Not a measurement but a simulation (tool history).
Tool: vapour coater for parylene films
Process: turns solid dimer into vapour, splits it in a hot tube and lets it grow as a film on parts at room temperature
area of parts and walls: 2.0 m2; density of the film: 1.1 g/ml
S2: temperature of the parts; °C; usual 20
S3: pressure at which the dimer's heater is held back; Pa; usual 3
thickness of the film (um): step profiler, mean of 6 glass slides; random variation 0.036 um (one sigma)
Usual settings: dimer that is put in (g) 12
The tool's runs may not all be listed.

run 1 hour=0 | dimer_that_is_put_in_(g)=12 S2=20 S3=3 | thickness_of_the_film_(um)=4.39
run 2 hour=44.2 | dimer_that_is_put_in_(g)=12 S2=20 S3=3 | thickness_of_the_film_(um)=4.28
run 3 hour=73.8 | dimer_that_is_put_in_(g)=12 S2=20 S3=3 | thickness_of_the_film_(um)=4.22
run 4 hour=97.4 | dimer_that_is_put_in_(g)=12 S2=20 S3=3 | thickness_of_the_film_(um)=4.2
run 5 hour=126.4 | dimer_that_is_put_in_(g)=12 S2=20 S3=3 | thickness_of_the_film_(um)=4.23
run 6 hour=150.3 | dimer_that_is_put_in_(g)=12 S2=23 S3=3 | thickness_of_the_film_(um)=3.66
run 7 hour=195.4 | dimer_that_is_put_in_(g)=12 S2=23 S3=3 | thickness_of_the_film_(um)=3.68
run 8 hour=235.4 | dimer_that_is_put_in_(g)=12 S2=17 S3=3 | thickness_of_the_film_(um)=4.74
run 9 hour=279.9 | dimer_that_is_put_in_(g)=12 S2=17 S3=3 | thickness_of_the_film_(um)=4.76
run 10 hour=312.7 | dimer_that_is_put_in_(g)=12 S2=17 S3=3 | thickness_of_the_film_(um)=4.72
run 11 hour=348 | dimer_that_is_put_in_(g)=12 S2=17 S3=3 | thickness_of_the_film_(um)=4.7
run 12 hour=382.3 | dimer_that_is_put_in_(g)=12 S2=20 S3=3 | thickness_of_the_film_(um)=4.07
run 13 hour=411.1 | dimer_that_is_put_in_(g)=12 S2=20 S3=3 | thickness_of_the_film_(um)=4.16
run 14 hour=435.4 | dimer_that_is_put_in_(g)=12 S2=20 S3=3 | thickness_of_the_film_(um)=4.14
run 15 hour=473.1 | dimer_that_is_put_in_(g)=12 S2=20 S3=3 | thickness_of_the_film_(um)=4.07
run 16 hour=492.4 | dimer_that_is_put_in_(g)=12 S2=20 S3=3 | thickness_of_the_film_(um)=4.04
run 17 hour=527.3 | dimer_that_is_put_in_(g)=12 S2=20 S3=3 | thickness_of_the_film_(um)=4.05
run 18 hour=563.3 | dimer_that_is_put_in_(g)=17 S2=20 S3=3 | thickness_of_the_film_(um)=5.63
run 19 hour=584.2 | dimer_that_is_put_in_(g)=12 S2=20 S3=2.9 | thickness_of_the_film_(um)=4.13
run 20 hour=604.6 | dimer_that_is_put_in_(g)=12 S2=20 S3=2.9 | thickness_of_the_film_(um)=4.05
run 21 hour=627.4 | dimer_that_is_put_in_(g)=12 S2=20 S3=2.9 | thickness_of_the_film_(um)=4.03
run 22 hour=664.5 | dimer_that_is_put_in_(g)=12 S2=20 S3=3 | thickness_of_the_film_(um)=3.95
run 23 hour=689.2 | dimer_that_is_put_in_(g)=12 S2=20 S3=3 | thickness_of_the_film_(um)=4.01
run 24 hour=728.4 | dimer_that_is_put_in_(g)=16 S2=20 S3=2.84 | thickness_of_the_film_(um)=5.3
run 25 hour=750.9 | dimer_that_is_put_in_(g)=12 S2=26 S3=4.99 | thickness_of_the_film_(um)=2.62
run 26 hour=786.8 | dimer_that_is_put_in_(g)=20 S2=15 S3=9.19 | thickness_of_the_film_(um)=6.21
run 27 hour=816 | dimer_that_is_put_in_(g)=20 S2=15 S3=9.19 | thickness_of_the_film_(um)=6.19
-- hour=848.7 trap's valve overhauled
run 28 hour=852.3 | dimer_that_is_put_in_(g)=20 S2=15 S3=9.19 | thickness_of_the_film_(um)=7.09
run 29 hour=897.2 | dimer_that_is_put_in_(g)=20 S2=15 S3=10.05 | thickness_of_the_film_(um)=6.84
run 30 hour=922.6 | dimer_that_is_put_in_(g)=20 S2=15 S3=10.05 | thickness_of_the_film_(um)=6.73
run 31 hour=960.8 | dimer_that_is_put_in_(g)=20 S2=15 S3=10.05 | thickness_of_the_film_(um)=6.79
run 32 hour=1005 | dimer_that_is_put_in_(g)=12 S2=28 S3=3 | thickness_of_the_film_(um)=2.99
run 33 hour=1035.7 | dimer_that_is_put_in_(g)=12 S2=28 S3=3 | thickness_of_the_film_(um)=3.06
run 34 hour=1074.7 | dimer_that_is_put_in_(g)=12 S2=28 S3=3 | thickness_of_the_film_(um)=3.02
run 35 hour=1113.8 | dimer_that_is_put_in_(g)=21 S2=28 S3=3 | thickness_of_the_film_(um)=5.22
run 36 hour=1137.7 | dimer_that_is_put_in_(g)=12 S2=25 S3=4.4 | thickness_of_the_film_(um)=3.11
run 37 hour=1167.1 | dimer_that_is_put_in_(g)=5 S2=20 S3=5.91 | thickness_of_the_film_(um)=1.5
-- hour=1174.9 table's thermometer calibrated
run 38 hour=1195.7 | dimer_that_is_put_in_(g)=9 S2=21 S3=4.13 | thickness_of_the_film_(um)=2.87
run 39 hour=1231.6 | dimer_that_is_put_in_(g)=11 S2=30 S3=10.97 | thickness_of_the_film_(um)=1.88
run 40 hour=1266.1 | dimer_that_is_put_in_(g)=12 S2=27 S3=8.36 | thickness_of_the_film_(um)=2.44
run 41 hour=1293.2 | dimer_that_is_put_in_(g)=12 S2=23 S3=8.36 | thickness_of_the_film_(um)=2.95
run 42 hour=1330.3 | dimer_that_is_put_in_(g)=12 S2=23 S3=8.36 | thickness_of_the_film_(um)=2.9
run 43 hour=1353 | dimer_that_is_put_in_(g)=12 S2=23 S3=8.36 | thickness_of_the_film_(um)=2.93
run 44 hour=1393.5 | dimer_that_is_put_in_(g)=22 S2=17 S3=3 | thickness_of_the_film_(um)=8.89

3 ways to go on from here, each from the tool as it stands after run 44. What would each give?
run A hour=1437.8 | dimer_that_is_put_in_(g)=7 S2=17 S3=3 | thickness_of_the_film_(um)=?
run B hour=1437.8 | dimer_that_is_put_in_(g)=18 S2=13 S3=6.58 | thickness_of_the_film_(um)=?
run C hour=1437.8 | dimer_that_is_put_in_(g)=7 S2=12 S3=2.39 | thickness_of_the_film_(um)=?

run=A thickness_of_the_film_(um)=2.84
run=B thickness_of_the_film_(um)=7.17
run=C thickness_of_the_film_(um)=2.96
Without the tool's hidden state the same runs would have given:
run=A thickness_of_the_film_(um)=3.02
run=B thickness_of_the_film_(um)=7.64
run=C thickness_of_the_film_(um)=3.15
